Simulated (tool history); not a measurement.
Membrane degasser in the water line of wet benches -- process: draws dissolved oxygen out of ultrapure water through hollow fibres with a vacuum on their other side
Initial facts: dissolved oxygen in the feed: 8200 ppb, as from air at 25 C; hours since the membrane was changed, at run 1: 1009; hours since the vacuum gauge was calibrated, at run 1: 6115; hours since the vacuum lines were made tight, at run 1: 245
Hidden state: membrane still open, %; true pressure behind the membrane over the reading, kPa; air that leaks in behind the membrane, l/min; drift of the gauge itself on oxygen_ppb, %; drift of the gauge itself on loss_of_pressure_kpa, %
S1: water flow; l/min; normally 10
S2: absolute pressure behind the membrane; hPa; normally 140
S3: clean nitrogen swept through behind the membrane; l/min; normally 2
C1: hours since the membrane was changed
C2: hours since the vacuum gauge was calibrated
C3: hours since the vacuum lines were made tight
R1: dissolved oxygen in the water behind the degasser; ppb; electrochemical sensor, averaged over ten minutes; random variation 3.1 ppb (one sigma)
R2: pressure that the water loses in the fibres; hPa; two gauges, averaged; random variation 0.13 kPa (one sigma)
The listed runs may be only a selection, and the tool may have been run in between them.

Run 1, day 0: usual settings; C1 1009; C2 6115; C3 245. Result: R1 302.8 ppb, R2 325 hPa.
Run 2, day 1.95: usual settings; C1 1056; C2 6162; C3 292. Result: R1 308.3 ppb, R2 328 hPa.
Run 3, day 4.308: usual settings but S3 5.53 l/min; C1 1112; C2 6218; C3 348. Result: R1 233.7 ppb, R2 327.2 hPa.
Run 4, day 7.129: usual settings but S3 5.53 l/min; C1 1180; C2 6286; C3 416. Result: R1 229.9 ppb, R2 325.7 hPa.
At day 8.083: vacuum gauge calibrated.
Run 5, day 11.254: usual settings; C1 1279; C2 76; C3 515. Result: R1 314.5 ppb, R2 328.3 hPa.
Run 6, day 15.504: usual settings but S3 1.96 l/min; C1 1381; C2 178; C3 617. Result: R1 308.4 ppb, R2 326.8 hPa.
Run 7, day 18.592: usual settings but S3 1.96 l/min; C1 1455; C2 252; C3 691. Result: R1 311.2 ppb, R2 329.5 hPa.
Run 8, day 20.383: usual settings but S3 1.96 l/min; C1 1498; C2 295; C3 734. Result: R1 316.3 ppb, R2 323.9 hPa.
Run 9, day 22.238: usual settings but S3 3.57 l/min; C1 1542; C2 340; C3 778. Result: R1 255.1 ppb, R2 327.8 hPa.
Run 10, day 24.825: usual settings but S1 7 l/min; C1 1604; C2 402; C3 840. Result: R1 202.4 ppb, R2 226.9 hPa.
Run 11, day 28.188: usual settings but S3 3.13 l/min; C1 1685; C2 482; C3 921. Result: R1 263.4 ppb, R2 326.4 hPa.
Run 12, day 32.125: usual settings but S3 3.13 l/min; C1 1780; C2 577; C3 1015. Result: R1 265.2 ppb, R2 326.6 hPa.
Run 13, day 36.362: usual settings but S3 3.13 l/min; C1 1881; C2 679; C3 1117. Result: R1 266.5 ppb, R2 324.7 hPa.
Run 14, day 38.262: usual settings but S3 3.13 l/min; C1 1927; C2 724; C3 1163. Result: R1 263.4 ppb, R2 329.1 hPa.
Run 15, day 41.454: usual settings but S3 5.58 l/min; C1 2003; C2 801; C3 1239. Result: R1 228.3 ppb, R2 327.8 hPa.
Run 16, day 45.725: usual settings; C1 2106; C2 903; C3 1342. Result: R1 308.7 ppb, R2 326.8 hPa.
Run 17, day 49.321: usual settings but S1 13 l/min, S2 183 hPa, S3 5.03 l/min; C1 2192; C2 990; C3 1428. Result: R1 340.2 ppb, R2 424 hPa.
Run 18, day 52.021: usual settings but S2 242 hPa; C1 2257; C2 1055; C3 1493. Result: R1 422.6 ppb, R2 325.8 hPa.
Run 19, day 54.708: usual settings but S1 11 l/min, S2 89 hPa, S3 2.48 l/min; C1 2322; C2 1119; C3 1558. Result: R1 265.9 ppb, R2 360.5 hPa.
Run 20, day 58.108: usual settings but S1 13 l/min, S3 4.32 l/min; C1 2403; C2 1201; C3 1639. Result: R1 328.1 ppb, R2 425.4 hPa.
Run 21, day 59.833: usual settings but S1 13 l/min, S3 4.32 l/min; C1 2445; C2 1242; C3 1681. Result: R1 320.9 ppb, R2 423.5 hPa.
Run 22, day 63.525: usual settings but S1 7 l/min, S2 326 hPa, S3 1.4 l/min; C1 2533; C2 1331; C3 1769. Result: R1 445.6 ppb, R2 229.4 hPa.
Run 23, day 67.417: usual settings but S1 7 l/min, S2 326 hPa, S3 1.4 l/min; C1 2626; C2 1424; C3 1862. Result: R1 452.1 ppb, R2 228.7 hPa.
Run 24, day 69.971: usual settings but S1 7 l/min; C1 2688; C2 1485; C3 1924. Result: R1 203.8 ppb, R2 230.1 hPa.
Run 25, day 72.821: usual settings but S1 7 l/min; C1 2756; C2 1554; C3 1992. Result: R1 205 ppb, R2 227.2 hPa.
Run 26, day 75.35: usual settings but S1 12 l/min, S2 338 hPa; C1 2817; C2 1614; C3 2053. Result: R1 619.4 ppb, R2 389 hPa.
Run 27, day 78.371: usual settings but S1 12 l/min, S2 338 hPa; C1 2889; C2 1687; C3 2125. Result: R1 629.4 ppb, R2 390.5 hPa.
Run 28, day 82.404: usual settings but S1 12 l/min, S2 338 hPa; C1 2986; C2 1784; C3 2222. Result: R1 620.5 ppb, R2 390.6 hPa.
Run 29, day 85.062: usual settings but S1 16 l/min, S2 142 hPa, S3 1.2 l/min; C1 3050; C2 1847; C3 2286. Result: R1 635.2 ppb, R2 523 hPa.
Run 30, day 89.008: usual settings but S1 8 l/min, S2 228 hPa, S3 1.29 l/min; C1 3145; C2 1942; C3 2381. Result: R1 412.9 ppb, R2 262.6 hPa.
Run 31, day 93.067: usual settings but S1 13 l/min, S2 107 hPa, S3 1.29 l/min; C1 3242; C2 2040; C3 2478. Result: R1 419.1 ppb, R2 423.4 hPa.

Branching from run 31: 3 alternative next runs. What would each branch give?
Run A, day 95.725: usual settings but S1 11 l/min; C1 3306; C2 2103; C3 2542. Result: R1 ?, R2 ?.
Run B, day 95.725: usual settings but S1 15 l/min, S3 3.04 l/min; C1 3306; C2 2103; C3 2542. Result: R1 ?, R2 ?.
Run C, day 95.725: usual settings but S1 7 l/min, S2 295 hPa, S3 5.78 l/min; C1 3306; C2 2103; C3 2542. Result: R1 ?, R2 ?.

run     R1     R2
  A  342.4  359.8
  B  416.7    491
  C  189.5  228.3
With the hidden condition removed and each run's random variation left untouched, the same runs would have given:
run     R1     R2
  A  342.1  359.7
  B  416.3  490.8
  C  189.3  228.2

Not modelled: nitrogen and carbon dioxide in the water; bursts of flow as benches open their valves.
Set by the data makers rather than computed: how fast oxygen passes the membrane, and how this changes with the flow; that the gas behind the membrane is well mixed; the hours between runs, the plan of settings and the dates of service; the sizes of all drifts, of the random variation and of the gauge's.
